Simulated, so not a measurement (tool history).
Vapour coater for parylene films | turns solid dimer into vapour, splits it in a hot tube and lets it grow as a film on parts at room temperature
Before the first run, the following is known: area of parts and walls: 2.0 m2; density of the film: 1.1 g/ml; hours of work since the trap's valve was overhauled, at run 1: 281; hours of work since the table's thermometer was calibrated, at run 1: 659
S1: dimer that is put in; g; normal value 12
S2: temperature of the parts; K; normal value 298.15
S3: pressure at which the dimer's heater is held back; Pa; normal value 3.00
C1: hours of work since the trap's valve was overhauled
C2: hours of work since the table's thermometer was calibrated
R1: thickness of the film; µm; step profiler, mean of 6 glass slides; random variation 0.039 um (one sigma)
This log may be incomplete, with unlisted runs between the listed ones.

run,hour,S1,S2,S3,C1,C2,R1
1,0.0,12,298.15,3.00,281,659,4.12
2,13.2,12,298.15,3.00,291,669,4.12
3,33.9,12,298.15,3.00,306,684,4.07
4,58.4,13,298.15,3.00,324,702,4.40
5,77.7,13,298.15,3.00,339,717,4.47
6,97.0,10,298.15,3.00,353,731,3.45
7,126.0,10,298.15,3.00,375,753,3.33
8,148.3,12,298.15,3.00,392,770,4.03
9,168.0,12,298.15,3.11,406,784,4.03
10,186.8,12,298.15,3.11,420,799,4.02
11,208.7,12,298.15,3.00,437,815,3.97
12,232.7,12,298.15,6.52,455,833,3.65
13,258.9,12,298.15,4.17,474,852,3.86
14,283.4,7,297.15,2.24,493,871,2.47
15,310.5,8,298.15,3.00,513,891,2.61
16,338.2,12,306.15,2.51,534,912,3.35
# hour 363.4: trap's valve overhauled
17,365.5,6,308.15,3.00,2,929,1.68
18,384.1,6,301.15,6.83,15,943,1.79
19,407.5,12,296.15,4.69,33,961,4.30
20,437.0,20,298.15,4.04,55,983,6.94
21,463.6,20,298.15,2.78,75,1003,7.14
22,485.6,16,294.15,7.25,91,1019,5.67
23,501.0,8,292.15,3.00,103,1031,3.27
24,517.4,6,293.15,10.54,115,1043,2.07

Entry by entry between the runs, the difference in hidden state between the last listed run before and the first listed run after:
Logged between run 16 and run 17: trap's valve overhauled (hour 363.4)
  vapour lost through the trap's worn valve, %: 7.5 -> 0; true temperature of the parts over the reading, C: -0.6 -> -0.61
  measured minus no-state result, R1: -0.22 -> +0.02 µm

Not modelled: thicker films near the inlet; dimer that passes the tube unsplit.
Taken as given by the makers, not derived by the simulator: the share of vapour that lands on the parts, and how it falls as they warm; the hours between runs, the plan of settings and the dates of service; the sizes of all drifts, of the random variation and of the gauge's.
